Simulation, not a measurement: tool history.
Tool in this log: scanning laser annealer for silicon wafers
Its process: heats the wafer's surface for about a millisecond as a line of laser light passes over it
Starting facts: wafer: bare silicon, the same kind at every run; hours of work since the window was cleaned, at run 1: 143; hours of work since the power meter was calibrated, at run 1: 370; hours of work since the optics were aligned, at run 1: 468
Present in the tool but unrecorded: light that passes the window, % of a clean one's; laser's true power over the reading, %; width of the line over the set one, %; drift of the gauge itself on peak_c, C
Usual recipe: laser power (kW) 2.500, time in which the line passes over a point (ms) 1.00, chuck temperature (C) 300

run   hour  laser power (kW)  time in which the line passes over a point (ms)  chuck temperature (C)  hours of work since the window was cleaned  hours of work since the power meter was calibrated  hours of work since the optics were aligned  highest temperature of the surface (C)
  1    0.0             2.500                                             1.00                    300                                         143                                                 370                                          468                                    1121
  2   28.6             2.500                                             0.70                    300                                         160                                                 388                                          486                                     976
  3   61.7             2.500                                             0.70                    311                                         181                                                 408                                          507                                     984
  4   87.6             2.500                                             0.70                    311                                         197                                                 424                                          523                                     984
  5  113.0             2.500                                             0.70                    311                                         212                                                 440                                          538                                     984
  6  161.7             2.500                                             0.85                    300                                         243                                                 470                                          568                                    1041
  7  187.1             2.500                                             0.85                    300                                         258                                                 486                                          584                                    1042
  8  209.6             2.500                                             0.85                    300                                         272                                                 500                                          598                                    1040
  9  255.9             2.129                                             0.97                    334                                         301                                                 529                                          627                                     993
 10  293.7             2.500                                             0.89                    281                                         324                                                 552                                          650                                    1033

Selected run-to-run steps in highest temperature of the surface (C), each split into two signed amounts: the part the tool would show with no hidden state at all (from settings, incoming material and random variation), and the remainder, which goes to the hidden state together with any gauge scatter not common to the measured and the hidden-state-free results:
Run 1 -> 2: time in which the line passes over a point (ms) 1.00 -> 0.70. highest temperature of the surface (C) -145: hidden state +3, all else -148.
Run 9 -> 10: laser power (kW) 2.129 -> 2.500, time in which the line passes over a point (ms) 0.97 -> 0.89, chuck temperature (C) 334 -> 281. highest temperature of the surface (C) +40: hidden state -8, all else +48.
